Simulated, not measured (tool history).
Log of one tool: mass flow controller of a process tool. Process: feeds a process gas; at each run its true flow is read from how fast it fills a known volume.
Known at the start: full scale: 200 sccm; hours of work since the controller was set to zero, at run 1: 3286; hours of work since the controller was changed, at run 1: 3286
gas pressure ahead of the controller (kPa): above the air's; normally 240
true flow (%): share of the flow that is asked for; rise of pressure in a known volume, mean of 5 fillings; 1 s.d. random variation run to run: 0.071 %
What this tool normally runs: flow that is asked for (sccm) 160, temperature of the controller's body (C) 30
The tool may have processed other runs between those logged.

run    hour  flow that is asked for (sccm)  gas pressure ahead of the controller (kPa)  temperature of the controller's body (C)  hours of work since the controller was set to zero  hours of work since the controller was changed  true flow (%)
  1       0                            160                                         240                                        30                                                3286                                            3286         101.57
  2   224.2                            160                                         240                                        30                                                3439                                            3439         101.57
  3   556.7                            160                                         240                                        30                                                3666                                            3666          101.7
  4   965.8                            160                                         194                                        30                                                3946                                            3946         101.71
  5  1178.1                            160                                         194                                        30                                                4091                                            4091         101.85
  6    1544                            160                                         240                                        31                                                4341                                            4341         101.95
  7  1824.5                            160                                         181                                        30                                                4533                                            4533         101.76
  8  2177.4                             90                                         240                                        30                                                4774                                            4774         102.11
  9  2657.6                             90                                         240                                        24                                                5103                                            5103          101.9
 10  2884.5                             20                                         150                                        30                                                5258                                            5258         103.95
 11    3370                             20                                         150                                        30                                                5590                                            5590         104.27

Selected run-to-run steps in true flow (%), each split into two signed amounts: the part the tool would show with no hidden state at all (from settings, incoming material and random variation), and the remainder, which goes to the hidden state together with any gauge scatter not common to the measured and the hidden-state-free results:
The tool's hidden condition here consists of: flow at rest that the sensor doesn't see, % of full scale; true flow over the shown one, %; drift of the gauge itself on true_pct, %.
Run 9 -> 10: flow that is asked for (sccm) 90 -> 20, gas pressure ahead of the controller (kPa) 240 -> 150, temperature of the controller's body (C) 24 -> 30. true flow (%) +2.05: hidden state +2.11, all else -0.06.
